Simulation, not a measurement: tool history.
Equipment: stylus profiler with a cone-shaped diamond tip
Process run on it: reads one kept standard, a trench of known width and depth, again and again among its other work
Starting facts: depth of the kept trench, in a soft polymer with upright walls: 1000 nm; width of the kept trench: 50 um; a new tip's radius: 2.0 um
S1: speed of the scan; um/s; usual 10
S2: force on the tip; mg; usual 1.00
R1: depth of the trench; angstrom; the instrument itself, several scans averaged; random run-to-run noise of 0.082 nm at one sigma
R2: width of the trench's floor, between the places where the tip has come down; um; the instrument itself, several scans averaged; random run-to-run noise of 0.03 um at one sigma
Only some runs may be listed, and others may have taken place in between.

run,hour,S1,S2,R1,R2
1,0.0,10,1.00,10050.2,45.82
2,13.5,10,1.00,10053.0,45.84
3,32.0,10,1.00,10051.9,45.76
4,45.9,10,1.00,10051.9,45.75
5,66.0,10,1.00,10050.5,45.82
6,85.3,10,1.00,10053.1,45.68
7,99.4,6,1.00,10051.8,45.72
8,119.2,10,1.00,10051.7,45.68
9,139.7,10,1.00,10052.1,45.71
# hour 141.9: height scale calibrated on a step standard
10,163.0,10,0.38,10035.9,45.67
11,176.8,10,0.38,10036.6,45.60
12,196.1,10,0.38,10036.3,45.65
13,206.1,4,1.00,10056.5,45.66

Forecast run 14:
14,220.3,32,2.72,?,?

Run 14 gave R1 10098.1 angstrom, R2 45.56 um.
The same run, on a tool lacking any hidden state, would have yielded R1 10084.5 angstrom, R2 46.44 um.
